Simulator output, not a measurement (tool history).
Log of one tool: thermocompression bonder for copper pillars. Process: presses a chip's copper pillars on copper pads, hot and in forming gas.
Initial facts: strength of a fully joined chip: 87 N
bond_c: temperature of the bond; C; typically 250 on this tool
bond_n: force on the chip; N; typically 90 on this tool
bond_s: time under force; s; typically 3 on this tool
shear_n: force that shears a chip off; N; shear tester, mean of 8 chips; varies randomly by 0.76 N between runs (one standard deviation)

run,hour,bond_c,bond_n,bond_s,shear_n
1,0.0,250,90,3,69.1
2,36.3,250,90,3,71.8
3,89.9,250,90,5,75.2
# hour 158.0: forming gas filter changed
4,175.3,250,109,3,75.7
# hour 213.9: heater calibrated with a thermocouple chip
5,224.6,250,109,3,70.7
6,266.6,250,109,3,69.2
7,332.1,250,90,3,64.9
8,411.5,250,99,3,66.6
# hour 415.8: forming gas filter changed
9,491.3,250,99,3,68.5
10,568.5,250,90,3,64.2
11,625.7,250,90,3,65.2
12,665.6,250,90,3,65.5
# hour 673.3: forming gas filter changed
13,752.0,250,90,3,65.9
14,830.6,250,90,3,66.5
15,893.7,250,90,3,65.2

Run 16, settings as shown, results not yet in. Your forecast:
# hour 928.7: forming gas filter changed
16,952.7,250,78,6,?

Run 16 came out at shear_n 73.7 N.
If the tool had no hidden condition, the same run with the same run-to-run variation would have returned shear_n 70.7 N.
